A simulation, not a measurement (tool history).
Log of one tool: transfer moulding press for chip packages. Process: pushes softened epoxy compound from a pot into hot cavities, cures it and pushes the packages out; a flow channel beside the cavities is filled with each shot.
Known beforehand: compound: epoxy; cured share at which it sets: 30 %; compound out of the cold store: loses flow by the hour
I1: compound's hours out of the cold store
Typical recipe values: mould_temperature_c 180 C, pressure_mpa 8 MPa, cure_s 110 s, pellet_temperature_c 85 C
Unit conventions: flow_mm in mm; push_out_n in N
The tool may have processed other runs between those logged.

Run 1, hour 0: usual settings; I1 10.4. Result: flow_mm 964 mm, push_out_n 625 N.
At hour 22.8: mould's thermocouples calibrated.
Run 2, hour 39.8: usual settings; I1 47.2. Result: flow_mm 855 mm, push_out_n 1005 N.
At hour 61.8: cavities cleaned with cleaning compound and waxed.
At hour 129.3: cavities cleaned with cleaning compound and waxed.
Run 3, hour 134.4: usual settings; I1 46. Result: flow_mm 854 mm, push_out_n 637 N.
At hour 195.2: cavities cleaned with cleaning compound and waxed.
Run 4, hour 195.3: usual settings but pressure_mpa 6.57 MPa; I1 24.9. Result: flow_mm 834 mm, push_out_n 584 N.
At hour 259.2: cavities cleaned with cleaning compound and waxed.
Run 5, hour 259.2: usual settings but pressure_mpa 6.57 MPa; I1 10.6. Result: flow_mm 847 mm, push_out_n 562 N.
At hour 327.4: cavities cleaned with cleaning compound and waxed.
Run 6, hour 343.2: usual settings but pressure_mpa 6.57 MPa; I1 39. Result: flow_mm 773 mm, push_out_n 733 N.
At hour 391.4: cavities cleaned with cleaning compound and waxed.
Run 7, hour 391.4: usual settings but pressure_mpa 6.57 MPa; I1 33.6. Result: flow_mm 786 mm, push_out_n 577 N.
At hour 404.8: plunger's sealing rings changed.
Run 8, hour 437: usual settings but mould_temperature_c 177 C, pressure_mpa 6.57 MPa; I1 14.9. Result: flow_mm 872 mm, push_out_n 1281 N.
At hour 456.6: cavities cleaned with cleaning compound and waxed.
Run 9, hour 510.9: usual settings but mould_temperature_c 177 C, pressure_mpa 6.57 MPa; I1 17.1. Result: flow_mm 873 mm, push_out_n 1322 N.
At hour 522.7: cavities cleaned with cleaning compound and waxed.
Run 10, hour 575.5: usual settings but mould_temperature_c 177 C, pressure_mpa 6.57 MPa; I1 27.3. Result: flow_mm 820 mm, push_out_n 1269 N.
At hour 590.1: cavities cleaned with cleaning compound and waxed.
At hour 616.3: mould's thermocouples calibrated.
Run 11, hour 649.6: usual settings but mould_temperature_c 177 C, pressure_mpa 6.57 MPa; I1 13.6. Result: flow_mm 862 mm, push_out_n 1478 N.
At hour 655.9: cavities cleaned with cleaning compound and waxed.
At hour 718.5: cavities cleaned with cleaning compound and waxed.
Run 12, hour 743.9: usual settings but mould_temperature_c 177 C, pressure_mpa 6.57 MPa, cure_s 125 s, pellet_temperature_c 89 C; I1 24.6. Result: flow_mm 821 mm, push_out_n 874 N.
At hour 788.8: cavities cleaned with cleaning compound and waxed.
Run 13, hour 831.9: usual settings but mould_temperature_c 184 C; I1 29.4. Result: flow_mm 872 mm, push_out_n 907 N.
At hour 846.4: plunger's sealing rings changed.
At hour 858.1: cavities cleaned with cleaning compound and waxed.
Run 14, hour 889.1: usual settings but mould_temperature_c 184 C, pressure_mpa 8.97 MPa, cure_s 125 s; I1 24.8. Result: flow_mm 956 mm, push_out_n 731 N.
At hour 925.9: cavities cleaned with cleaning compound and waxed.
Run 15, hour 935.3: usual settings but cure_s 136 s, pellet_temperature_c 86 C; I1 33.6. Result: flow_mm 903 mm, push_out_n 561 N.
Run 16, hour 982.3: usual settings but cure_s 136 s, pellet_temperature_c 86 C; I1 24. Result: flow_mm 917 mm, push_out_n 844 N.
At hour 994.9: cavities cleaned with cleaning compound and waxed.
At hour 1058.8: cavities cleaned with cleaning compound and waxed.
Run 17, hour 1058.8: usual settings but mould_temperature_c 184 C; I1 24.4. Result: flow_mm 903 mm, push_out_n 504 N.
At hour 1126.2: cavities cleaned with cleaning compound and waxed.
Run 18, hour 1150.5: usual settings but pressure_mpa 7.84 MPa, cure_s 117 s, pellet_temperature_c 80 C; I1 21.1. Result: flow_mm 917 mm, push_out_n 798 N.
At hour 1192.8: cavities cleaned with cleaning compound and waxed.
Run 19, hour 1204.1: usual settings but pressure_mpa 7.15 MPa, cure_s 108 s, pellet_temperature_c 80 C; I1 37.3. Result: flow_mm 827 mm, push_out_n 733 N.
At hour 1214.5: mould's thermocouples calibrated.
At hour 1262.2: cavities cleaned with cleaning compound and waxed.
Run 20, hour 1262.5: usual settings but mould_temperature_c 179 C, pressure_mpa 6.78 MPa, cure_s 112 s, pellet_temperature_c 89 C; I1 13.6. Result: flow_mm 859 mm, push_out_n 589 N.
At hour 1287: plunger's sealing rings changed.
At hour 1329.2: cavities cleaned with cleaning compound and waxed.
Run 21, hour 1347.3: usual settings but pressure_mpa 8.77 MPa, cure_s 105 s; I1 29.1. Result: flow_mm 954 mm, push_out_n 877 N.

What if the next run were any one of these 4? Each begins from the tool's condition after run 21:
At hour 1398.8: cavities cleaned with cleaning compound and waxed.
Run A, hour 1435.7: usual settings but cure_s 133 s, pellet_temperature_c 86 C; I1 32.8. Result: flow_mm ?, push_out_n ?.
At hour 1398.8: cavities cleaned with cleaning compound and waxed.
Run B, hour 1435.7: usual settings but pressure_mpa 8.77 MPa, cure_s 146 s; I1 45.6. Result: flow_mm ?, push_out_n ?.
At hour 1398.8: cavities cleaned with cleaning compound and waxed.
Run C, hour 1435.7: usual settings but mould_temperature_c 173 C, cure_s 122 s; I1 40.8. Result: flow_mm ?, push_out_n ?.
At hour 1398.8: cavities cleaned with cleaning compound and waxed.
Run D, hour 1435.7: usual settings but mould_temperature_c 184 C; I1 44.5. Result: flow_mm ?, push_out_n ?.

run  flow_mm  push_out_n
  A      885         800
  B      913         760
  C      906        1225
  D      853         860
Had the tool no hidden state, the same runs would have come out as:
run  flow_mm  push_out_n
  A      899         456
  B      927         432
  C      921         714
  D      866         493
